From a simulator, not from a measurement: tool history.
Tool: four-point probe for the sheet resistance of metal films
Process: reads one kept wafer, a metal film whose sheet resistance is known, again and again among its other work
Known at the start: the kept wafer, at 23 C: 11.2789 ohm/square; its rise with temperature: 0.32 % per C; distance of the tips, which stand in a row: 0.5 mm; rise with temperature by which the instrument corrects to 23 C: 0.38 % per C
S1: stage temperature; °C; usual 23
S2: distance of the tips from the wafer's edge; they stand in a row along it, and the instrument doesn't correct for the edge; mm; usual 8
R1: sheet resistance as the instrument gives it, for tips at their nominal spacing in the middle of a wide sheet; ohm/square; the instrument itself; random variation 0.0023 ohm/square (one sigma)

run	hour	S1	S2	R1
1	0	23	8	11.18314
2	57.5	23	8	11.189174
3	147.1	23	8	11.181112
4	214.3	27	8	11.149952
5	316.1	25	8	11.161338
6	404.4	25	8	11.163239
7	454	25	8	11.162825
8	507.7	23	11	11.166168
9	585.8	23	11	11.163255
10	689	23	11	11.161359
11	787.4	23	55	11.148516
12	886.2	23	55	11.145645
# hour 893.2: stage's thermometer calibrated
13	955.4	23	8	11.167012
14	1040.7	19	8	11.197119
# hour 1061: new probe head fitted
15	1117.8	19	8	11.319391
16	1199.6	23	31	11.268034
17	1250.8	23	31	11.264545
18	1304.2	23	31	11.259998
19	1375	23	31	11.257708
20	1461	23	31	11.258854
# hour 1477.4: stage's thermometer calibrated, once more
21	1547.1	20	8	11.289118
22	1637.7	20	8	11.290196
23	1714.2	25	6	11.265001
24	1796.9	30	8	11.210271
25	1846.9	19	16	11.274368
26	1929.2	29	6	11.228897
27	2033.5	33	4	11.249103
28	2121.4	28	27	11.194085
29	2224.2	23	4	11.323973
30	2269.1	20	29	11.254762
31	2313.1	23	8	11.24859
32	2367.8	20	18	11.258841
33	2451.7	35	4	11.225077
34	2541.9	21	36	11.237999
35	2639.1	23	26	11.221014
36	2713.8	20	13	11.248303
37	2788.3	19	9	11.265366
38	2887.6	22	6	11.258863
39	2986.7	29	22	11.169722
40	3045.5	27	47	11.176804
41	3139.3	27	47	11.177155
42	3234.9	21	35	11.222154
43	3343.8	23	43	11.199118
44	3402.3	35	17	11.117291

The same runs without the tool's hidden state, with the same run-to-run variation:
The hidden state here: inner tips' distance over the nominal, %; tips' flats over new ones', %; wafer's true temperature over the reading, C; drift of the gauge itself on sheet_ohm, %.
run	R1
1	11.29798
2	11.305549
3	11.299429
4	11.269738
5	11.283619
6	11.28762
7	11.288353
8	11.292953
9	11.291613
10	11.292022
11	11.281176
12	11.280701
13	11.302201
14	11.33451
15	11.333373
16	11.284149
17	11.28188
18	11.278484
19	11.277769
20	11.281114
21	11.325421
22	11.328519
23	11.304986
24	11.251953
25	11.317543
26	11.273703
27	11.296587
28	11.243258
29	11.375987
30	11.307489
31	11.302298
32	11.313657
33	11.281587
34	11.296533
35	11.2817
36	11.310869
37	11.329795
38	11.325591
39	11.238372
40	11.246819
41	11.249363
42	11.296619
43	11.275936
44	11.195029
